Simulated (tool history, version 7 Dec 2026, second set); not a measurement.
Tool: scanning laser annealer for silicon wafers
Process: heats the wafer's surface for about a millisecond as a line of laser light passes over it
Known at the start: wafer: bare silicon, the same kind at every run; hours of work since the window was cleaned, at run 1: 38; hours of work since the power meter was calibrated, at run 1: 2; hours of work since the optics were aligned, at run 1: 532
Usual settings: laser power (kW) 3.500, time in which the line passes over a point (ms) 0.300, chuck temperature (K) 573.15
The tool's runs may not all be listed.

run	hour	laser power (kW)	time in which the line passes over a point (ms)	chuck temperature (K)	hours of work since the window was cleaned	hours of work since the power meter was calibrated	hours of work since the optics were aligned	highest temperature of the surface (K)
1	0.0	3.500	0.300	573.15	38	2	532	1356.85
2	21.8	3.500	0.300	573.15	47	11	540	1359.45
3	46.4	3.500	0.300	573.15	57	21	550	1358.25
4	73.6	3.500	0.300	573.15	68	32	561	1360.55
5	93.4	3.500	0.297	573.15	76	40	570	1354.35
6	118.9	3.500	0.297	573.15	87	50	580	1355.25
7	142.4	3.500	0.297	573.15	96	60	589	1352.85
8	172.3	3.500	0.297	609.15	108	72	602	1390.85
9	188.9	3.500	0.297	609.15	115	79	608	1390.35
10	215.1	3.279	0.224	560.15	126	89	619	1188.05
11	237.1	3.621	0.336	604.15	135	98	628	1466.95
12	270.8	3.593	0.358	564.15	148	112	642	1452.45
13	287.7	3.593	0.358	564.15	155	119	649	1452.35
14	309.4	3.248	0.249	555.15	164	128	657	1213.25
15	339.1	3.248	0.249	555.15	176	140	669	1212.55
16	368.2	3.366	0.246	573.15	188	152	681	1252.45
17	391.7	3.366	0.246	573.15	198	161	691	1252.05

Forecast run 18:
18	418.9	3.267	0.300	573.15	209	172	702	?

{"run 18": {"highest temperature of the surface (K)": 1305.25}}
Without the tool's hidden state the same run would have given highest temperature of the surface (K) 1305.75.
